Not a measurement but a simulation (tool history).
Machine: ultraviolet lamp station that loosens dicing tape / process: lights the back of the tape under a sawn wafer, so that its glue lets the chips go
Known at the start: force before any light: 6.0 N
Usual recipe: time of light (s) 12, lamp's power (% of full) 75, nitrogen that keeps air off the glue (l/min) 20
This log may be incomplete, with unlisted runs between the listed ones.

| run | hour | time of light (s) | lamp's power (% of full) | nitrogen that keeps air off the glue (l/min) | force that peels the tape off (N) | light that reached the tape (J/m2) |
|---|---|---|---|---|---|---|
| 1 | 0.0 | 12 | 75 | 20 | 1.093 | 4330 |
| 2 | 50.3 | 12 | 75 | 20 | 1.106 | 4270 |
| 3 | 100.0 | 12 | 75 | 20 | 1.156 | 4280 |
| 4 | 158.3 | 12 | 75 | 20 | 1.207 | 4130 |
| 5 | 198.0 | 12 | 75 | 34 | 0.891 | 4080 |
| 6 | 275.6 | 12 | 75 | 20 | 1.272 | 3950 |
| 7 | 324.4 | 12 | 75 | 20 | 1.296 | 3910 |
| 8 | 367.0 | 12 | 94 | 20 | 0.940 | 4790 |
| 9 | 402.5 | 12 | 75 | 21 | 1.316 | 3760 |
| 10 | 447.9 | 12 | 93 | 21 | 0.941 | 4560 |
| 11 | 498.7 | 12 | 75 | 8 | 2.137 | 3650 |
| 12 | 564.8 | 12 | 75 | 8 | 2.317 | 3510 |
| 13 | 610.3 | 12 | 75 | 8 | 2.273 | 3490 |
| 14 | 677.5 | 12 | 75 | 20 | 1.539 | 3410 |
| 15 | 751.9 | 12 | 75 | 20 | 1.581 | 3320 |
| 16 | 804.1 | 12 | 72 | 20 | 1.814 | 3080 |
|  | 863.5 | window cleaned of glue's vapour |
| 17 | 879.1 | 12 | 72 | 20 | 1.598 | 3430 |
| 18 | 941.0 | 12 | 73 | 20 | 1.611 | 3330 |
|  | 984.6 | lamp changed |
| 19 | 999.4 | 12 | 73 | 20 | 0.765 | 5210 |
| 20 | 1056.5 | 10 | 75 | 20 | 1.036 | 4410 |
| 21 | 1119.8 | 10 | 75 | 20 | 1.120 | 4350 |
| 22 | 1172.1 | 10 | 75 | 20 | 1.114 | 4290 |
| 23 | 1248.6 | 15 | 62 | 7 | 1.590 | 5170 |
| 24 | 1288.2 | 16 | 99 | 11 | 0.451 | 8760 |
| 25 | 1362.4 | 8 | 96 | 11 | 1.656 | 4120 |
| 26 | 1445.1 | 17 | 66 | 27 | 0.494 | 5840 |
| 27 | 1507.8 | 15 | 66 | 27 | 0.682 | 5130 |
| 28 | 1584.2 | 15 | 66 | 27 | 0.703 | 4920 |
| 29 | 1629.3 | 10 | 75 | 20 | 1.385 | 3730 |
| 30 | 1684.3 | 10 | 75 | 20 | 1.412 | 3630 |
| 31 | 1767.5 | 14 | 75 | 15 | 1.045 | 4920 |
| 32 | 1825.1 | 12 | 92 | 6 | 1.824 | 5100 |
|  | 1872.8 | window cleaned of glue's vapour |
| 33 | 1898.1 | 12 | 69 | 7 | 2.037 | 4240 |
| 34 | 1973.5 | 11 | 93 | 7 | 1.595 | 5110 |
| 35 | 2017.2 | 11 | 93 | 8 | 1.477 | 5020 |
| 36 | 2098.6 | 10 | 98 | 20 | 0.976 | 4660 |
| 37 | 2178.8 | 12 | 68 | 13 | 1.713 | 3770 |
| 38 | 2217.7 | 20 | 73 | 14 | 0.634 | 6640 |
| 39 | 2290.8 | 20 | 68 | 14 | 0.790 | 5980 |
| 40 | 2346.2 | 20 | 68 | 14 | 0.806 | 5910 |
| 41 | 2391.2 | 20 | 68 | 14 | 0.862 | 5800 |
| 42 | 2472.0 | 20 | 68 | 14 | 0.893 | 5610 |

What if the next run were any one of these 5? Each begins from the tool's condition after run 42:
| A | 2531.8 | 17 | 75 | 9 | ? | ? |
| B | 2531.8 | 13 | 74 | 14 | ? | ? |
| C | 2531.8 | 20 | 91 | 14 | ? | ? |
| D | 2531.8 | 11 | 77 | 11 | ? | ? |
| E | 2531.8 | 12 | 75 | 15 | ? | ? |

| run | force that peels the tape off (N) | light that reached the tape (J/m2) |
|---|---|---|
| A | 1.336 | 5100 |
| B | 1.542 | 3890 |
| C | 0.520 | 7390 |
| D | 1.980 | 3430 |
| E | 1.664 | 3690 |
What these runs would have given with no unlogged condition in the tool:
| run | force that peels the tape off (N) | light that reached the tape (J/m2) |
|---|---|---|
| A | 0.659 | 7730 |
| B | 0.800 | 5880 |
| C | 0.210 | 11180 |
| D | 1.159 | 5190 |
| E | 0.886 | 5570 |

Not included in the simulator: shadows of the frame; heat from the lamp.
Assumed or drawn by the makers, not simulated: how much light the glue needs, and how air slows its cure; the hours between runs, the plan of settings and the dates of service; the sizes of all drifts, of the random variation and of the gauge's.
